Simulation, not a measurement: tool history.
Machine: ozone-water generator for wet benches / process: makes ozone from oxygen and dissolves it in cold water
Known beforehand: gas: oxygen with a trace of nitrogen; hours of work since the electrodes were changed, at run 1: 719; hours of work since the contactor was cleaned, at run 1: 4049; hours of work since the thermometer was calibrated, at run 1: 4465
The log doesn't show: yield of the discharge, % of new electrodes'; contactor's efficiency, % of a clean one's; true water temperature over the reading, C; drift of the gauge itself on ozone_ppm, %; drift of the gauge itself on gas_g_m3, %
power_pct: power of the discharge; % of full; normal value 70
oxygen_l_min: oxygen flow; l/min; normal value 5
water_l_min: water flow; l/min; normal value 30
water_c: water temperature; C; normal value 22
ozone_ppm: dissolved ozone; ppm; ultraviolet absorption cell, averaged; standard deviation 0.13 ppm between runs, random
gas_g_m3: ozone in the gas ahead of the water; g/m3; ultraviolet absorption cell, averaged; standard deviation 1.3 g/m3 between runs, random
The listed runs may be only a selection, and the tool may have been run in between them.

run,hour,power_pct,oxygen_l_min,water_l_min,water_c,hours of work since the electrodes were changed,hours of work since the contactor was cleaned,hours of work since the thermometer was calibrated,ozone_ppm,gas_g_m3
1,0,70,5,30,22,719,4049,4465,12.4,229.8
2,67.3,70,5,30,22,761,4091,4507,12.5,229.7
3,112.9,70,5,30,22,789,4119,4535,12.4,229.8
4,181.8,70,5,30,22,831,4161,4577,12.5,230.1
5,219.5,70,3.68,30,22,854,4184,4601,11.7,270.3
6,291,70,5,30,22,898,4228,4645,12.4,230.7
7,355,70,5,30,22,938,4268,4684,12.1,229
8,387.4,70,5,30,16,958,4288,4704,13.2,230
# hour 400.2: water thermometer calibrated
9,428,70,5,30,16,982,4312,17,13.5,230.9
10,466.8,70,5,30,16,1006,4336,41,13.1,227.3
11,503.6,70,5,30,16,1029,4359,64,13.2,229.5
12,560.9,70,5,21,16,1064,4394,99,19.3,229.1
13,603.1,70,5,21,16,1090,4420,125,19.2,230
14,671.2,70,5,21,16,1132,4462,167,19.6,230.7
15,701.1,70,5,21,16,1151,4481,185,19.3,227.9
16,746.5,70,5,30,22,1179,4509,213,12.3,227.6
17,801.1,70,5,30,22,1212,4542,247,12.3,229.4
18,853.9,55,3.38,28,17,1245,4575,280,11.1,239.6

Expected results for the next run?
19,891.2,55,3.38,46,21,1268,4598,303,?,?

Run 19 yielded ozone_ppm 5.9 ppm, gas_g_m3 239.7 g/m3.
Without the tool's hidden state the same run would have given ozone_ppm 6.7 ppm, gas_g_m3 245.5 g/m3.
